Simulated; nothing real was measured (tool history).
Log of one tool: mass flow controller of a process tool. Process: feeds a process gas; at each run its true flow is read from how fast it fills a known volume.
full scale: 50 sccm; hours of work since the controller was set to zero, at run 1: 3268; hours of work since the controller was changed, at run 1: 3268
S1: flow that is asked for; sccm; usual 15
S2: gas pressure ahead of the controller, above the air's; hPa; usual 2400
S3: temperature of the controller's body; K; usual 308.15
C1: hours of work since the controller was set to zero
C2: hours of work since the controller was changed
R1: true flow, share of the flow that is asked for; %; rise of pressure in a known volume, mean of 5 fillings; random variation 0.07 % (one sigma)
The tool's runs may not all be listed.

run 1 day=0.000 | S1=15 S2=2400 S3=308.15 | C1=3268 C2=3268 | R1=97.70
run 2 day=6.904 | S1=15 S2=2400 S3=308.15 | C1=3339 C2=3339 | R1=97.74
run 3 day=19.804 | S1=15 S2=2400 S3=308.15 | C1=3472 C2=3472 | R1=97.67
run 4 day=33.562 | S1=15 S2=2400 S3=308.15 | C1=3614 C2=3614 | R1=97.71
run 5 day=46.396 | S1=15 S2=2400 S3=308.15 | C1=3746 C2=3746 | R1=97.62
run 6 day=54.192 | S1=15 S2=1620 S3=308.15 | C1=3827 C2=3827 | R1=97.17
run 7 day=62.992 | S1=15 S2=1620 S3=308.15 | C1=3918 C2=3918 | R1=97.19
run 8 day=70.188 | S1=15 S2=2540 S3=308.15 | C1=3992 C2=3992 | R1=97.72
run 9 day=81.429 | S1=15 S2=1450 S3=308.15 | C1=4108 C2=4108 | R1=96.98
run 10 day=91.817 | S1=15 S2=1450 S3=308.15 | C1=4215 C2=4215 | R1=97.12
run 11 day=98.067 | S1=15 S2=1450 S3=308.15 | C1=4280 C2=4280 | R1=96.99
run 12 day=106.971 | S1=50 S2=2400 S3=308.15 | C1=4372 C2=4372 | R1=100.80
-- day=108.200 controller's zero set anew
run 13 day=119.738 | S1=50 S2=2400 S3=308.15 | C1=119 C2=4503 | R1=100.43
run 14 day=127.000 | S1=50 S2=2400 S3=308.15 | C1=194 C2=4578 | R1=100.47
run 15 day=132.558 | S1=16 S2=1820 S3=311.15 | C1=251 C2=4636 | R1=96.31
run 16 day=138.142 | S1=8 S2=1700 S3=301.15 | C1=309 C2=4693 | R1=92.97
-- day=139.171 controller's zero set anew, once more
run 17 day=150.762 | S1=8 S2=2540 S3=298.15 | C1=120 C2=4823 | R1=99.71
run 18 day=161.654 | S1=23 S2=2080 S3=307.15 | C1=232 C2=4936 | R1=100.08
run 19 day=169.008 | S1=23 S2=2080 S3=307.15 | C1=308 C2=5012 | R1=100.09
run 20 day=175.508 | S1=16 S2=1420 S3=307.15 | C1=375 C2=5079 | R1=99.19
run 21 day=187.271 | S1=48 S2=1440 S3=295.15 | C1=496 C2=5200 | R1=101.60
run 22 day=196.046 | S1=9 S2=1610 S3=310.15 | C1=587 C2=5291 | R1=98.74

Forecast each of these 5 alternatives for the next run:
run A day=207.975 | S1=33 S2=2340 S3=306.15 | C1=710 C2=5414 | R1=?
run B day=207.975 | S1=15 S2=1540 S3=307.15 | C1=710 C2=5414 | R1=?
run C day=207.975 | S1=9 S2=2010 S3=305.15 | C1=710 C2=5414 | R1=?
run D day=207.975 | S1=46 S2=1620 S3=294.15 | C1=710 C2=5414 | R1=?
run E day=207.975 | S1=15 S2=1520 S3=308.15 | C1=710 C2=5414 | R1=?

run=A R1=100.69
run=B R1=99.44
run=C R1=99.06
run=D R1=101.50
run=E R1=99.28
Without the tool's hidden state the same runs would have given:
run=A R1=98.97
run=B R1=97.89
run=C R1=97.74
run=D R1=99.73
run=E R1=97.73
